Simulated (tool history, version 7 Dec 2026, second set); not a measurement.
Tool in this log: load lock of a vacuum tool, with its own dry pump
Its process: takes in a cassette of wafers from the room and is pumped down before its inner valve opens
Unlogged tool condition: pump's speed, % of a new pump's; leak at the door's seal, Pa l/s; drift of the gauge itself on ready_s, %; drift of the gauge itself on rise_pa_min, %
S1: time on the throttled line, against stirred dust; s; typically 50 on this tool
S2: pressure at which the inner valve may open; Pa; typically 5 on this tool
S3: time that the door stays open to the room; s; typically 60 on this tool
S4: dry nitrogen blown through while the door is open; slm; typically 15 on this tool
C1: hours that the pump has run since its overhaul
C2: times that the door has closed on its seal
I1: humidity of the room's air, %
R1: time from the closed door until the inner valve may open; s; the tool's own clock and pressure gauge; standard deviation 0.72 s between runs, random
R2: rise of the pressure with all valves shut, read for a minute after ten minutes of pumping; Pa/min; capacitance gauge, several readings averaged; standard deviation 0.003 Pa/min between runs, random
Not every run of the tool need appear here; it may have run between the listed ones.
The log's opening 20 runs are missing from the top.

run 21 hour=2754.8 | S1=50 S2=5 S3=60 S4=15 | C1=11561 C2=14746 | I1=49.5 | R1=121.3 R2=0.043
run 22 hour=2890.2 | S1=82 S2=9 S3=60 S4=21 | C1=11697 C2=15049 | I1=39.7 | R1=139.6 R2=0.041
run 23 hour=3003.2 | S1=82 S2=5 S3=60 S4=21 | C1=11810 C2=15302 | I1=46.5 | R1=145.1 R2=0.054
run 24 hour=3150.6 | S1=82 S2=5 S3=60 S4=21 | C1=11957 C2=15631 | I1=43.3 | R1=145.2 R2=0.046
run 25 hour=3260.4 | S1=82 S2=5 S3=60 S4=21 | C1=12067 C2=15876 | I1=46.5 | R1=145.2 R2=0.047
run 26 hour=3343.5 | S1=50 S2=5 S3=60 S4=30 | C1=12150 C2=16062 | I1=44.7 | R1=120.6 R2=0.05
run 27 hour=3484.2 | S1=66 S2=5 S3=60 S4=15 | C1=12291 C2=16376 | I1=45.2 | R1=133.7 R2=0.057
run 28 hour=3619.5 | S1=50 S2=5 S3=60 S4=20 | C1=12426 C2=16679 | I1=43.7 | R1=120.7 R2=0.047
run 29 hour=3729 | S1=27 S2=6 S3=60 S4=15 | C1=12536 C2=16923 | I1=43.7 | R1=100.3 R2=0.053
run 30 hour=3817.1 | S1=45 S2=5 S3=213 S4=8 | C1=12624 C2=17120 | I1=46.7 | R1=116.5 R2=0.097
run 31 hour=3903.1 | S1=50 S2=5 S3=60 S4=18 | C1=12710 C2=17312 | I1=49 | R1=120.8 R2=0.059
run 32 hour=4065.2 | S1=25 S2=4 S3=80 S4=8 | C1=12872 C2=17675 | I1=46 | R1=104.5 R2=0.07
run 33 hour=4182.3 | S1=25 S2=4 S3=80 S4=8 | C1=12989 C2=17936 | I1=44.9 | R1=105.9 R2=0.067
run 34 hour=4336.4 | S1=33 S2=9 S3=29 S4=35 | C1=13143 C2=18281 | I1=47 | R1=105.2 R2=0.042
run 35 hour=4418.1 | S1=33 S2=9 S3=29 S4=35 | C1=13225 C2=18463 | I1=47.7 | R1=103.7 R2=0.043

Predict each of these 3 candidate next runs independently; none follows another, all start after run 35:
run A hour=4496.6 | S1=33 S2=7 S3=44 S4=5 | C1=13303 C2=18639 | I1=48.2 | R1=? R2=?
run B hour=4496.6 | S1=33 S2=9 S3=93 S4=35 | C1=13303 C2=18639 | I1=46.7 | R1=? R2=?
run C hour=4496.6 | S1=87 S2=5 S3=47 S4=12 | C1=13303 C2=18639 | I1=48.4 | R1=? R2=?

run=A R1=106.6 R2=0.064
run=B R1=104.1 R2=0.054
run=C R1=150.6 R2=0.056
Take away the tool's hidden state, keep each run's random variation, and the runs would have read:
run=A R1=92.6 R2=0.04
run=B R1=90.8 R2=0.03
run=C R1=138.6 R2=0.032
